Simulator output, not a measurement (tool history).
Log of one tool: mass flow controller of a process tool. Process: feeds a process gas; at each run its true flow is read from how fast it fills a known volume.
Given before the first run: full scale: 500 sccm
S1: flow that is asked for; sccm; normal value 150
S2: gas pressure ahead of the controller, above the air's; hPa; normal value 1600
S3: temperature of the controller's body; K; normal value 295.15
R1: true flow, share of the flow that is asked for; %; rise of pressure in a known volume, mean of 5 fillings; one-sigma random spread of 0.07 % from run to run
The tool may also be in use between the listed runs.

{"run": 1, "hour": 0.0, "S1": 150, "S2": 1600, "S3": 295.15, "R1": 99.12}
{"run": 2, "hour": 234.1, "S1": 150, "S2": 1600, "S3": 295.15, "R1": 98.98}
{"run": 3, "hour": 520.7, "S1": 150, "S2": 1600, "S3": 295.15, "R1": 99.2}
{"run": 4, "hour": 867.9, "S1": 150, "S2": 1860, "S3": 295.15, "R1": 99.19}
{"run": 5, "hour": 1156.2, "S1": 150, "S2": 1600, "S3": 295.15, "R1": 99.12}
{"run": 6, "hour": 1435.5, "S1": 150, "S2": 1600, "S3": 300.15, "R1": 99.59}
{"run": 7, "hour": 1673.5, "S1": 150, "S2": 1600, "S3": 313.15, "R1": 100.81}
{"run": 8, "hour": 2024.6, "S1": 150, "S2": 1600, "S3": 313.15, "R1": 100.77}
{"run": 9, "hour": 2305.0, "S1": 150, "S2": 1600, "S3": 313.15, "R1": 100.85}
{"run": 10, "hour": 2599.2, "S1": 150, "S2": 1600, "S3": 313.15, "R1": 100.85}
{"run": 11, "hour": 2921.9, "S1": 59, "S2": 1600, "S3": 295.15, "R1": 99.13}
{"run": 12, "hour": 3208.0, "S1": 59, "S2": 1600, "S3": 295.15, "R1": 99.13}
{"run": 13, "hour": 3548.5, "S1": 59, "S2": 1600, "S3": 295.15, "R1": 99.3}
{"run": 14, "hour": 3815.1, "S1": 59, "S2": 1600, "S3": 295.15, "R1": 99.4}
{"run": 15, "hour": 4132.0, "S1": 150, "S2": 1600, "S3": 297.15, "R1": 99.71}
{"run": 16, "hour": 4451.8, "S1": 150, "S2": 1600, "S3": 297.15, "R1": 99.73}
{"run": 17, "hour": 4707.2, "S1": 150, "S2": 1640, "S3": 295.15, "R1": 99.64}
{"hour": 4920.2, "done": "gauge calibrated"}
{"run": 18, "hour": 5037.5, "S1": 150, "S2": 1890, "S3": 309.15, "R1": 100.07}
{"run": 19, "hour": 5223.3, "S1": 150, "S2": 1890, "S3": 309.15, "R1": 100.18}
{"run": 20, "hour": 5507.6, "S1": 150, "S2": 1890, "S3": 309.15, "R1": 100.32}
{"run": 21, "hour": 5859.5, "S1": 150, "S2": 1890, "S3": 309.15, "R1": 100.33}
{"run": 22, "hour": 6058.8, "S1": 104, "S2": 1980, "S3": 302.15, "R1": 99.6}
{"run": 23, "hour": 6295.7, "S1": 104, "S2": 1980, "S3": 302.15, "R1": 99.56}
{"run": 24, "hour": 6598.2, "S1": 128, "S2": 1600, "S3": 295.15, "R1": 99.25}

Results per run with the tool's hidden condition removed, run-to-run variation unchanged:
Hidden state present: flow at rest that the sensor doesn't see, % of full scale; true flow over the shown one, %; drift of the gauge itself on true_pct, %.
run=1 R1=99.13
run=2 R1=98.96
run=3 R1=99.14
run=4 R1=99.08
run=5 R1=98.97
run=6 R1=99.40
run=7 R1=100.58
run=8 R1=100.50
run=9 R1=100.54
run=10 R1=100.49
run=11 R1=98.75
run=12 R1=98.70
run=13 R1=98.83
run=14 R1=98.89
run=15 R1=99.14
run=16 R1=99.12
run=17 R1=98.99
run=18 R1=100.07
run=19 R1=100.15
run=20 R1=100.25
run=21 R1=100.22
run=22 R1=99.46
run=23 R1=99.39
run=24 R1=99.04
